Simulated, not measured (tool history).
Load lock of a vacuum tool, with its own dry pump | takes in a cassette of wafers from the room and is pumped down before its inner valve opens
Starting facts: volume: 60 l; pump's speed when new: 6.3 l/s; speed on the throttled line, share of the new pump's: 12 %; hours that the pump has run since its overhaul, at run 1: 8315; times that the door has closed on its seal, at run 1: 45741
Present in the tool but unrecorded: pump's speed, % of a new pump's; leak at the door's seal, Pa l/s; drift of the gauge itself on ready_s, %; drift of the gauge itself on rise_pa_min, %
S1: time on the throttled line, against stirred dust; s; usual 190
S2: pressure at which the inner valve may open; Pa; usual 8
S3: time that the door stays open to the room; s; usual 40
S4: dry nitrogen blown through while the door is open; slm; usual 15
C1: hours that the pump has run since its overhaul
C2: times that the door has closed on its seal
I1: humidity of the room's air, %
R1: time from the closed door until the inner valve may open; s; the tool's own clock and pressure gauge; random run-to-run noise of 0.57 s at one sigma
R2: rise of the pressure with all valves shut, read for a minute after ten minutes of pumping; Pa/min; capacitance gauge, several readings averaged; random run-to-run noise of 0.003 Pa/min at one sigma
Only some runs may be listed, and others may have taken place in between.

Run 1, hour 0: usual settings; C1 8315; C2 45741; I1 47.8. Result: R1 261.7 s, R2 0.639 Pa/min.
Run 2, hour 152.6: usual settings; C1 8467; C2 46123; I1 42.7. Result: R1 261.6 s, R2 0.645 Pa/min.
Run 3, hour 344.7: usual settings; C1 8659; C2 46603; I1 49.3. Result: R1 262.3 s, R2 0.647 Pa/min.
Run 4, hour 498.3: usual settings; C1 8813; C2 46987; I1 45.5. Result: R1 262.2 s, R2 0.667 Pa/min.
Run 5, hour 618.9: usual settings; C1 8934; C2 47288; I1 49.2. Result: R1 262.7 s, R2 0.686 Pa/min.
Run 6, hour 855.9: usual settings; C1 9171; C2 47881; I1 46.3. Result: R1 263.6 s, R2 0.676 Pa/min.
Run 7, hour 1125.3: usual settings; C1 9440; C2 48554; I1 47.6. Result: R1 262.1 s, R2 0.703 Pa/min.
Run 8, hour 1367.3: usual settings but S1 171 s; C1 9682; C2 49159; I1 46.5. Result: R1 245.4 s, R2 0.703 Pa/min.
Run 9, hour 1498.4: usual settings but S1 171 s; C1 9813; C2 49486; I1 45.3. Result: R1 244.5 s, R2 0.73 Pa/min.
At hour 1593.2: door's seal changed, seat wiped.
Run 10, hour 1670.6: usual settings but S1 171 s; C1 9984; C2 193; I1 44. Result: R1 246.6 s, R2 0.032 Pa/min.
Run 11, hour 1805.8: usual settings but S1 171 s; C1 10119; C2 531; I1 44.5. Result: R1 246.8 s, R2 0.032 Pa/min.
Run 12, hour 2025: usual settings but S4 20 slm; C1 10338; C2 1079; I1 41. Result: R1 263.3 s, R2 0.029 Pa/min.
Run 13, hour 2243.7: usual settings but S4 20 slm; C1 10557; C2 1625; I1 42.3. Result: R1 263.4 s, R2 0.035 Pa/min.
Run 14, hour 2383: usual settings but S4 27 slm; C1 10696; C2 1974; I1 43.4. Result: R1 263.4 s, R2 0.031 Pa/min.
Run 15, hour 2654: usual settings but S4 27 slm; C1 10967; C2 2651; I1 47.3. Result: R1 262.5 s, R2 0.033 Pa/min.
Run 16, hour 2896.3: usual settings but S4 27 slm; C1 11209; C2 3257; I1 43.7. Result: R1 263.3 s, R2 0.043 Pa/min.
Run 17, hour 3103: usual settings but S4 27 slm; C1 11416; C2 3773; I1 43.4. Result: R1 264.1 s, R2 0.04 Pa/min.
Run 18, hour 3384.3: usual settings but S4 18 slm; C1 11697; C2 4476; I1 44.1. Result: R1 262.2 s, R2 0.05 Pa/min.
Run 19, hour 3671.4: usual settings but S1 378 s; C1 11985; C2 5194; I1 44.5. Result: R1 427.7 s, R2 0.06 Pa/min.
Run 20, hour 3950.1: usual settings but S1 378 s; C1 12263; C2 5890; I1 49.7. Result: R1 424.9 s, R2 0.064 Pa/min.
Run 21, hour 4091.2: usual settings but S1 129 s, S2 11 Pa, S3 87 s; C1 12404; C2 6243; I1 42.3. Result: R1 207.5 s, R2 0.074 Pa/min.
Run 22, hour 4315.5: usual settings but S1 197 s, S2 14 Pa, S3 100 s, S4 5 slm; C1 12629; C2 6804; I1 42.5. Result: R1 263.5 s, R2 0.093 Pa/min.
Run 23, hour 4483.2: usual settings but S1 197 s, S2 14 Pa, S3 100 s, S4 5 slm; C1 12796; C2 7223; I1 41.8. Result: R1 263.9 s, R2 0.091 Pa/min.
Run 24, hour 4642.3: usual settings but S1 172 s, S2 9 Pa, S3 45 s, S4 35 slm; C1 12956; C2 7621; I1 46. Result: R1 247.2 s, R2 0.073 Pa/min.
Run 25, hour 4850: usual settings but S1 172 s, S2 9 Pa, S3 45 s, S4 35 slm; C1 13163; C2 8139; I1 43.8. Result: R1 247.1 s, R2 0.067 Pa/min.
Run 26, hour 5059.3: usual settings but S1 172 s, S2 9 Pa, S3 45 s, S4 35 slm; C1 13373; C2 8663; I1 42.3. Result: R1 246.6 s, R2 0.069 Pa/min.
Run 27, hour 5310: usual settings but S1 172 s, S2 9 Pa, S3 45 s, S4 35 slm; C1 13623; C2 9289; I1 45.5. Result: R1 246.5 s, R2 0.083 Pa/min.
Run 28, hour 5517.9: usual settings but S1 172 s, S2 9 Pa, S3 56 s, S4 35 slm; C1 13831; C2 9809; I1 45.1. Result: R1 246.9 s, R2 0.086 Pa/min.
Run 29, hour 5773.4: usual settings but S3 34 s; C1 14087; C2 10447; I1 43.6. Result: R1 263.3 s, R2 0.099 Pa/min.
Run 30, hour 5987.5: usual settings but S1 135 s, S4 30 slm; C1 14301; C2 10982; I1 45.6. Result: R1 217.9 s, R2 0.095 Pa/min.
Run 31, hour 6138.4: usual settings but S2 15 Pa, S3 186 s, S4 20 slm; C1 14452; C2 11360; I1 41.8. Result: R1 257.2 s, R2 0.11 Pa/min.
Run 32, hour 6316.9: usual settings but S3 44 s; C1 14630; C2 11806; I1 45.9. Result: R1 265.3 s, R2 0.11 Pa/min.
Run 33, hour 6576.7: usual settings but S1 105 s, S4 17 slm; C1 14890; C2 12455; I1 44.6. Result: R1 190.8 s, R2 0.111 Pa/min.
Run 34, hour 6831.3: usual settings but S1 213 s, S2 7 Pa, S4 11 slm; C1 15144; C2 13091; I1 46. Result: R1 285.9 s, R2 0.128 Pa/min.
Run 35, hour 7112.8: usual settings but S1 213 s, S2 7 Pa, S3 50 s, S4 7 slm; C1 15426; C2 13795; I1 49.2. Result: R1 286.3 s, R2 0.137 Pa/min.

What will run 36 give?
Run 36, hour 7388.5: usual settings but S1 119 s, S2 7 Pa; C1 15702; C2 14484; I1 42.8. Result: R1 ?, R2 ?.

R1: 205.1 s
R2: 0.132 Pa/min
Were there no unlogged condition in the tool, this run, its random variation unchanged, would have produced R1 196.6 s, R2 0.032 Pa/min.
